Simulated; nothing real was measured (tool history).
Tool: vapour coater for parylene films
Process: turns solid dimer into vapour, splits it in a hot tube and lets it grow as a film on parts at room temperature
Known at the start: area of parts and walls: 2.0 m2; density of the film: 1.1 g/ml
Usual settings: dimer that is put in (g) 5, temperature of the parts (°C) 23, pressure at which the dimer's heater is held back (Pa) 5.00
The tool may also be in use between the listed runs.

run,hour,dimer that is put in (g),temperature of the parts (°C),pressure at which the dimer's heater is held back (Pa),thickness of the film (um)
1,0.0,5,23,5.00,1.58
2,42.7,5,23,5.00,1.57
3,75.6,5,23,5.00,1.56
4,134.4,5,23,5.00,1.55
5,189.0,5,23,5.00,1.50
6,226.2,5,23,5.00,1.49
7,277.6,5,28,5.00,1.18
8,332.1,5,31,5.00,1.09
9,365.6,5,23,5.00,1.45
10,414.2,5,31,5.00,1.06
11,478.9,5,31,5.00,1.04
12,519.3,5,31,5.00,1.02
13,582.1,5,31,5.00,1.16
14,614.3,5,31,5.00,1.13
15,644.8,5,23,5.00,1.60
16,705.3,5,23,5.00,1.50
17,741.1,5,23,5.00,1.54
18,801.6,5,24,5.00,1.43
19,827.8,5,23,5.00,1.52
20,891.5,5,23,5.00,1.50
21,922.8,5,23,4.52,1.50
22,987.0,5,31,3.76,1.12
23,1017.7,6,23,5.00,1.73
24,1078.2,6,23,5.00,1.71
25,1125.9,6,19,11.87,1.88
26,1189.1,6,19,11.87,1.83
27,1220.6,8,23,3.32,2.35
28,1286.3,6,32,7.16,1.31
29,1332.8,6,32,7.16,1.24
30,1374.9,6,32,7.16,1.24
31,1414.0,6,32,7.16,1.27
32,1452.7,6,32,7.16,1.21
33,1485.0,6,32,7.16,1.22
34,1514.0,3,24,7.16,0.84
35,1548.4,3,24,7.16,0.86
36,1577.8,7,23,6.92,2.07
37,1626.1,7,23,6.92,2.05
38,1690.2,7,23,6.92,2.01
39,1732.3,6,28,2.82,1.53
40,1771.2,5,18,5.00,1.77

Taken out of this log: 2 entries between the listed runs. Where each belongs, and how the hidden state differs across it:
Between runs 12 and 13: trap's valve overhauled (hour 539.8)
  vapour lost through the trap's worn valve, %: 12.8 -> 0.9; true temperature of the parts over the reading, C: 0.25 -> 0.26
  measured less the result without the state, thickness of the film (um): -0.16 -> -0.02
Between runs 27 and 28: trap's valve overhauled (hour 1270.2)
  vapour lost through the trap's worn valve, %: 12.6 -> 0.4; true temperature of the parts over the reading, C: 0.37 -> 0.38
  measured less the result without the state, thickness of the film (um): -0.38 -> -0.02

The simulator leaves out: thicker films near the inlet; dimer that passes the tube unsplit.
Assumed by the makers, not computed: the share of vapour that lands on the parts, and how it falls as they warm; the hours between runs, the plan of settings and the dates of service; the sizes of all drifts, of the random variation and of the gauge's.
